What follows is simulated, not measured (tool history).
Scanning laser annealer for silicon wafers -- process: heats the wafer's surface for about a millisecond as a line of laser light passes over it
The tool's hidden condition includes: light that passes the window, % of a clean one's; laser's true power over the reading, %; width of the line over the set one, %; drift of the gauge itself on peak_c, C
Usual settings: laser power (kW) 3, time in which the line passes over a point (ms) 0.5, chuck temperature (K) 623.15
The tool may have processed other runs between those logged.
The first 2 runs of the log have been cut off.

run   hour  laser power (kW)  time in which the line passes over a point (ms)  chuck temperature (K)  hours of work since the window was cleaned  hours of work since the power meter was calibrated  hours of work since the optics were aligned  highest temperature of the surface (K)
  3   21.2                 3                                              0.5                 588.15                                         598                                                 240                                          953                                 1267.15
  4   27.8                 3                                            0.613                 588.15                                         602                                                 243                                          957                                 1352.15
  5   40.5                 3                                              0.5                 623.15                                         609                                                 250                                          964                                 1303.15
  6   53.3                 3                                              0.5                 623.15                                         616                                                 257                                          971                                 1303.15
  7     66                 3                                             0.44                 623.15                                         623                                                 264                                          978                                 1253.15
  8   72.9                 3                                              0.5                 623.15                                         627                                                 268                                          982                                 1303.15
  9   80.2                 3                                              0.5                 623.15                                         631                                                 272                                          986                                 1302.15
 10   91.5                 3                                              0.5                 623.15                                         637                                                 279                                          992                                 1304.15
 11  101.5                 3                                              0.5                 623.15                                         643                                                 284                                          998                                 1302.15
 12  111.9             2.653                                              0.5                 623.15                                         649                                                 290                                         1004                                 1213.15
 13  118.7             2.653                                              0.5                 644.15                                         652                                                 294                                         1007                                 1228.15
 14  129.8                 3                                              0.5                 623.15                                         658                                                 300                                         1014                                 1300.15
 15  139.8                 3                                              0.5                 623.15                                         664                                                 305                                         1019                                 1302.15
 16  151.6                 3                                              0.5                 623.15                                         671                                                 312                                         1026                                 1303.15
 17  158.8                 3                                              0.5                 623.15                                         675                                                 316                                         1030                                 1298.15
 18  171.5                 3                                              0.5                 623.15                                         682                                                 323                                         1037                                 1303.15
 19  182.8                 3                                              0.5                 623.15                                         688                                                 329                                         1043                                 1299.15
 20  191.5                 3                                              0.5                 623.15                                         693                                                 334                                         1048                                 1298.15
 21  201.6                 3                                              0.5                 623.15                                         698                                                 340                                         1053                                 1299.15
 22  207.2                 3                                            0.433                 623.15                                         701                                                 343                                         1056                                 1247.15
 23  217.2                 3                                            0.411                 623.15                                         707                                                 348                                         1062                                 1229.15

Run 24, settings as shown, results not yet in. Your forecast:
 24  228.6                 3                                            0.411                 623.15                                         713                                                 355                                         1068                                       ?

{"run 24": {"highest temperature of the surface (K)": 1228.15}}
Without the tool's hidden state the same run would have given highest temperature of the surface (K) 1253.15.

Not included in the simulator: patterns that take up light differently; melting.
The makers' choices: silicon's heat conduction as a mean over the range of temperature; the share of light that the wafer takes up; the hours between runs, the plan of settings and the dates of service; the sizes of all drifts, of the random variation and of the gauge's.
